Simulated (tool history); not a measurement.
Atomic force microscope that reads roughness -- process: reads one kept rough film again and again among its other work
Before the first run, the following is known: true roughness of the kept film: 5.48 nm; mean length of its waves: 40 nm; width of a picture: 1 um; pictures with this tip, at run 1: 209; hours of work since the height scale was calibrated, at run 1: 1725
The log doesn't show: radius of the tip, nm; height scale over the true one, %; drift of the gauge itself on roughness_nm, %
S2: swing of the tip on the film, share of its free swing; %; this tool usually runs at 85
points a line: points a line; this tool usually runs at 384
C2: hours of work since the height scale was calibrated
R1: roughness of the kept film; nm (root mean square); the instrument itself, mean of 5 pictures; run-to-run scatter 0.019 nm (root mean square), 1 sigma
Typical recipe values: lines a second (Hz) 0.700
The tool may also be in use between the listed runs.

Run 1, hour 0.0: usual settings; pictures with this tip 209; C2 1725. Result: R1 3.827 nm (root mean square).
At hour 22.7: new tip fitted.
Run 2, hour 51.0: usual settings; pictures with this tip 63; C2 1763. Result: R1 4.304 nm (root mean square).
Run 3, hour 97.0: usual settings; pictures with this tip 165; C2 1797. Result: R1 3.961 nm (root mean square).
At hour 141.5: new tip fitted.
Run 4, hour 141.5: usual settings but points a line 263; pictures with this tip 0; C2 1831. Result: R1 4.570 nm (root mean square).
Run 5, hour 170.7: usual settings; pictures with this tip 65; C2 1853. Result: R1 4.275 nm (root mean square).
Run 6, hour 220.5: usual settings; pictures with this tip 176; C2 1890. Result: R1 3.872 nm (root mean square).
At hour 257.9: new tip fitted.
Run 7, hour 269.6: usual settings; pictures with this tip 26; C2 1927. Result: R1 4.441 nm (root mean square).
Run 8, hour 311.1: usual settings; pictures with this tip 118; C2 1958. Result: R1 4.116 nm (root mean square).
At hour 318.4: height scale calibrated on a step standard.
Run 9, hour 353.4: usual settings; pictures with this tip 210; C2 26. Result: R1 3.912 nm (root mean square).
At hour 379.8: new tip fitted.
Run 10, hour 403.0: usual settings; pictures with this tip 52; C2 63. Result: R1 4.474 nm (root mean square).
Run 11, hour 447.2: usual settings; pictures with this tip 150; C2 97. Result: R1 4.142 nm (root mean square).
At hour 496.8: new tip fitted.
Run 12, hour 496.8: usual settings; pictures with this tip 0; C2 134. Result: R1 4.686 nm (root mean square).
Run 13, hour 545.0: usual settings; pictures with this tip 107; C2 170. Result: R1 4.274 nm (root mean square).
Run 14, hour 597.6: usual settings; pictures with this tip 224; C2 210. Result: R1 3.905 nm (root mean square).
At hour 617.5: new tip fitted.
Run 15, hour 650.7: usual settings; pictures with this tip 74; C2 249. Result: R1 4.360 nm (root mean square).
Run 16, hour 693.7: usual settings but S2 65 %; pictures with this tip 170; C2 282. Result: R1 4.264 nm (root mean square).
Run 17, hour 731.2: usual settings but lines a second (Hz) 0.902, S2 65 %; pictures with this tip 253; C2 310. Result: R1 3.947 nm (root mean square).
At hour 736.0: new tip fitted.
Run 18, hour 764.5: usual settings but lines a second (Hz) 0.902, S2 65 %; pictures with this tip 64; C2 335. Result: R1 4.638 nm (root mean square).
Run 19, hour 789.8: usual settings; pictures with this tip 120; C2 354. Result: R1 4.211 nm (root mean square).
Run 20, hour 832.0: usual settings; pictures with this tip 214; C2 386. Result: R1 3.907 nm (root mean square).

For run 21, what comes out?
At hour 852.8: new tip fitted.
Run 21, hour 879.7: usual settings but lines a second (Hz) 2.228, S2 57 %; pictures with this tip 60; C2 421. Result: R1 ?.

{"run 21": {"R1": 4.576}}
Take away the tool's hidden state, keep the run-to-run variation as it was, and the same run would have given R1 4.859 nm (root mean square).
